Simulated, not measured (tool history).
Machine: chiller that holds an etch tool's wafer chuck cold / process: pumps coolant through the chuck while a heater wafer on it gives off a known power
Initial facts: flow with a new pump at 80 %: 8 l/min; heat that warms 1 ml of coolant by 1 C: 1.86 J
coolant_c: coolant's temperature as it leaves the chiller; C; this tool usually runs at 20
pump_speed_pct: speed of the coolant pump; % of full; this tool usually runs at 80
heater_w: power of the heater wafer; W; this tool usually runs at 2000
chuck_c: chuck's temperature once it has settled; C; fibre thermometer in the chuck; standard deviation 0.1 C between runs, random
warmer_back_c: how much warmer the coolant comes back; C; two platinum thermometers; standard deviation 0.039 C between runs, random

run	hour	coolant_c	pump_speed_pct	heater_w	chuck_c	warmer_back_c
1	0	20	80	2000	37.1	8.09
2	109.6	20	80	2000	37.1	8.06
3	181.4	17	80	2000	34.2	8.05
4	260.8	20	80	2460	41.3	9.98
5	331.6	20	80	2460	41.1	9.84
6	434.2	20	80	2460	41	10.01
7	573.3	20	80	2460	41.3	9.99
8	713.9	20	80	2000	37.3	8.08
9	838	20	80	2000	37.3	8.06
10	971.1	20	80	2000	37.1	8.07
11	1039.3	20	80	2000	37.1	8.04
12	1162.9	20	80	2000	37.2	8.03
13	1232.3	20	80	2000	37.2	8.13
14	1360.9	20	80	2000	37.2	8.05
15	1471.5	20	80	2000	37.4	8.03
16	1590.2	20	80	2000	37.2	8.09
17	1692.7	20	80	2000	37.2	8.06
18	1781.1	20	80	2000	37.3	8.09
19	1845.7	20	80	1707	34.7	6.93
20	1936.4	20	74	2000	38.1	8.66
21	2007.5	14	95	1395	24.7	4.73
22	2125.7	14	95	1395	24.5	4.69
23	2192.9	14	95	1395	24.8	4.68
24	2278.6	11	74	1395	23.7	6.1
# hour 2341.1: coolant changed, channels flushed
25	2416.6	18	69	1022	27.9	4.78
26	2566.4	11	68	1385	24.6	6.63
27	2653.3	20	78	1457	32.6	6.06
# hour 2760: chiller's thermometer calibrated
28	2767.7	20	61	2015	41.1	10.74
29	2883.1	20	61	2015	41.1	10.76
30	3015.5	20	71	1156	30.5	5.26
31	3140.8	20	81	2738	43.4	10.98

Predict each of these 5 candidate next runs independently; none follows another, all start after run 31:
A	3232.5	20	80	1079	?	?
B	3232.5	20	62	2738	?	?
C	3232.5	13	96	2738	?	?
D	3232.5	11	85	1228	?	?
E	3232.5	16	77	2738	?	?

run	chuck_c	warmer_back_c
A	29.2	4.35
B	48.4	14.43
C	33.6	9.16
D	21.1	4.64
E	40.2	11.47
With the hidden condition removed and each run's random variation left untouched, the same runs would have given:
run	chuck_c	warmer_back_c
A	29.2	4.35
B	48.4	14.43
C	33.6	9.15
D	21.1	4.63
E	40.2	11.46

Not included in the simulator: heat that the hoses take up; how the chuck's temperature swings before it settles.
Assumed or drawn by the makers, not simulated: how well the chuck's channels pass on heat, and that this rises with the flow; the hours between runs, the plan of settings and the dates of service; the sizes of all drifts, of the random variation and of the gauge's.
